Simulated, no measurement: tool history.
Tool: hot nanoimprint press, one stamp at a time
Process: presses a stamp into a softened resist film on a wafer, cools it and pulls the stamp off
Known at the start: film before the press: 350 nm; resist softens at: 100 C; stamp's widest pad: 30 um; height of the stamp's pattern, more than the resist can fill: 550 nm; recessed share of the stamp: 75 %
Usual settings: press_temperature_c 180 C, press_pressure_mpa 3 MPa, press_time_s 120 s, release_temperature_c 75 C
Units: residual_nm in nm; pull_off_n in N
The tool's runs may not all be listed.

Run 1, hour 0: usual settings. Result: residual_nm 198.3 nm, pull_off_n 147 N.
Run 2, hour 6.8: usual settings. Result: residual_nm 199.2 nm, pull_off_n 146 N.
Run 3, hour 15.4: usual settings but release_temperature_c 68 C. Result: residual_nm 199.1 nm, pull_off_n 157 N.
Run 4, hour 19.6: usual settings but release_temperature_c 68 C. Result: residual_nm 199.6 nm, pull_off_n 157 N.
Run 5, hour 29.2: usual settings but release_temperature_c 69 C. Result: residual_nm 200.4 nm, pull_off_n 156 N.
Run 6, hour 35.5: usual settings but release_temperature_c 69 C. Result: residual_nm 201.6 nm, pull_off_n 156 N.
Run 7, hour 40.5: usual settings. Result: residual_nm 201.5 nm, pull_off_n 147 N.
Run 8, hour 49.4: usual settings. Result: residual_nm 202.5 nm, pull_off_n 145 N.
Run 9, hour 56: usual settings. Result: residual_nm 202.3 nm, pull_off_n 145 N.
Run 10, hour 64.1: usual settings but press_temperature_c 176 C. Result: residual_nm 225.2 nm, pull_off_n 145 N.
Run 11, hour 73.4: usual settings but press_temperature_c 176 C. Result: residual_nm 227.6 nm, pull_off_n 146 N.
Run 12, hour 81.2: usual settings but press_pressure_mpa 4.12 MPa. Result: residual_nm 180.3 nm, pull_off_n 147 N.
Run 13, hour 86.8: usual settings but press_temperature_c 179 C. Result: residual_nm 209.3 nm, pull_off_n 146 N.
Run 14, hour 90.7: usual settings but press_temperature_c 179 C. Result: residual_nm 209.3 nm, pull_off_n 146 N.
Run 15, hour 95.1: usual settings but press_temperature_c 179 C. Result: residual_nm 208.2 nm, pull_off_n 146 N.
Run 16, hour 101.4: usual settings but press_temperature_c 179 C, release_temperature_c 74 C. Result: residual_nm 208.8 nm, pull_off_n 148 N.
Run 17, hour 108: usual settings but press_temperature_c 169 C, press_pressure_mpa 2.71 MPa, press_time_s 101 s. Result: residual_nm 285.7 nm, pull_off_n 147 N.
At hour 114.8: stamp cleaned and given a new release coat.
At hour 116.4: gauge calibrated.
Run 18, hour 123: usual settings but press_temperature_c 188 C, press_pressure_mpa 4.13 MPa. Result: residual_nm 137.3 nm, pull_off_n 146 N.
Run 19, hour 131.8: usual settings but press_temperature_c 188 C, press_pressure_mpa 4.13 MPa. Result: residual_nm 136.9 nm, pull_off_n 144 N.
Run 20, hour 139.9: usual settings but press_temperature_c 188 C, press_pressure_mpa 4.46 MPa. Result: residual_nm 132.1 nm, pull_off_n 146 N.
Run 21, hour 144.4: usual settings but press_temperature_c 178 C, press_time_s 123 s, release_temperature_c 76 C. Result: residual_nm 210.8 nm, pull_off_n 145 N.
Run 22, hour 149.4: usual settings but press_temperature_c 175 C, press_pressure_mpa 1.97 MPa, press_time_s 72 s, release_temperature_c 69 C. Result: residual_nm 285.7 nm, pull_off_n 153 N.
Run 23, hour 157.9: usual settings but press_temperature_c 175 C, press_pressure_mpa 1.97 MPa, press_time_s 72 s, release_temperature_c 69 C. Result: residual_nm 285.9 nm, pull_off_n 156 N.
Run 24, hour 163.2: usual settings but press_temperature_c 171 C, press_pressure_mpa 3.49 MPa, press_time_s 72 s, release_temperature_c 69 C. Result: residual_nm 276.5 nm, pull_off_n 156 N.
Run 25, hour 168: usual settings but press_temperature_c 171 C, press_pressure_mpa 1.93 MPa, press_time_s 148 s, release_temperature_c 69 C. Result: residual_nm 271.7 nm, pull_off_n 154 N.
Run 26, hour 174.8: usual settings but press_pressure_mpa 1.89 MPa, release_temperature_c 72 C. Result: residual_nm 234.4 nm, pull_off_n 149 N.
Run 27, hour 182: usual settings but press_pressure_mpa 3.13 MPa, press_time_s 102 s, release_temperature_c 68 C. Result: residual_nm 210.1 nm, pull_off_n 156 N.
Run 28, hour 189.5: usual settings but press_pressure_mpa 3.93 MPa. Result: residual_nm 181.3 nm, pull_off_n 147 N.
Run 29, hour 194.5: usual settings but press_pressure_mpa 3.93 MPa. Result: residual_nm 183.8 nm, pull_off_n 145 N.
Run 30, hour 199.8: usual settings but press_temperature_c 169 C, press_time_s 77 s, release_temperature_c 76 C. Result: residual_nm 293.3 nm, pull_off_n 144 N.

The same runs without the tool's hidden state, with the same run-to-run variation:
The hidden state here: true temperature over the reading, C; pressure that arrives at the usual setting, %; grip of the stamp's worn release coat, % over a new coat's; drift of the gauge itself on residual_nm, %; drift of the gauge itself on pull_off_n, %.
run  residual_nm
  1        198.2
  2        198.8
  3        198.3
  4        198.6
  5          199
  6          200
  7        199.7
  8        200.3
  9        199.8
 10          222
 11          224
 12        177.2
 13        205.4
 14        205.2
 15          204
 16        204.2
 17        279.2
 18          137
 19        136.4
 20        131.3
 21        209.5
 22        283.6
 23        283.3
 24        273.6
 25        268.6
 26        231.4
 27          207
 28        178.3
 29        180.6
 30        288.1
pull_off_n: within 1 N of the measured result in every run.

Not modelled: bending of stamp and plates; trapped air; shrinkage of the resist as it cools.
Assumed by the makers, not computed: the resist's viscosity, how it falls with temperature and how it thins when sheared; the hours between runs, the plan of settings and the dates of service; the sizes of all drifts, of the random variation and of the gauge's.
